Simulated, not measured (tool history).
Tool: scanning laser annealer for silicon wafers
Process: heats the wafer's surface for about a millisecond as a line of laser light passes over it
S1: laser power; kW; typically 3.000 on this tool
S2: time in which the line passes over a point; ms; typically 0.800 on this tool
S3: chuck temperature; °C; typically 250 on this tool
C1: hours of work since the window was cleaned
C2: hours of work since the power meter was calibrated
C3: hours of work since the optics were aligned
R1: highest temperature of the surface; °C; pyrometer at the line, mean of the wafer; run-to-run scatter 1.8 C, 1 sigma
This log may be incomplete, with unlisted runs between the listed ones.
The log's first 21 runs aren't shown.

-- day=28.712 optics aligned, line set to its width
run 22 day=29.500 | S1=3.217 S2=0.657 S3=288 | C1=394 C2=521 C3=13 | R1=1091
run 23 day=31.379 | S1=3.176 S2=0.800 S3=274 | C1=426 C2=552 C3=44 | R1=1131
run 24 day=33.017 | S1=2.591 S2=0.800 S3=217 | C1=453 C2=579 C3=72 | R1=876
run 25 day=34.279 | S1=3.136 S2=0.800 S3=272 | C1=474 C2=600 C3=93 | R1=1111
run 26 day=35.475 | S1=3.136 S2=0.800 S3=272 | C1=494 C2=620 C3=113 | R1=1111
run 27 day=36.646 | S1=3.136 S2=0.800 S3=272 | C1=514 C2=640 C3=132 | R1=1106
run 28 day=37.775 | S1=2.957 S2=0.618 S3=286 | C1=532 C2=659 C3=151 | R1=976
run 29 day=38.575 | S1=2.780 S2=0.906 S3=245 | C1=546 C2=672 C3=164 | R1=998
run 30 day=40.217 | S1=2.661 S2=0.853 S3=254 | C1=573 C2=699 C3=192 | R1=941
run 31 day=41.696 | S1=3.288 S2=0.850 S3=217 | C1=598 C2=724 C3=217 | R1=1120
run 32 day=42.929 | S1=3.165 S2=0.850 S3=264 | C1=618 C2=745 C3=237 | R1=1121
run 33 day=44.775 | S1=3.165 S2=0.850 S3=264 | C1=649 C2=775 C3=268 | R1=1119
run 34 day=45.775 | S1=3.165 S2=0.850 S3=220 | C1=666 C2=792 C3=285 | R1=1069

Predict each of these 5 candidate next runs independently; none follows another, all start after run 34:
run A day=46.950 | S1=3.188 S2=0.850 S3=260 | C1=685 C2=812 C3=304 | R1=?
run B day=46.950 | S1=3.135 S2=0.916 S3=289 | C1=685 C2=812 C3=304 | R1=?
run C day=46.950 | S1=2.681 S2=0.597 S3=264 | C1=685 C2=812 C3=304 | R1=?
run D day=46.950 | S1=2.566 S2=0.696 S3=221 | C1=685 C2=812 C3=304 | R1=?
run E day=46.950 | S1=3.000 S2=0.703 S3=259 | C1=685 C2=812 C3=304 | R1=?

run=A R1=1122
run=B R1=1159
run=C R1=856
run=D R1=820
run=E R1=990
Take away the tool's hidden state, keep each run's random variation, and the runs would have read:
run=A R1=1181
run=B R1=1219
run=C R1=896
run=D R1=861
run=E R1=1040
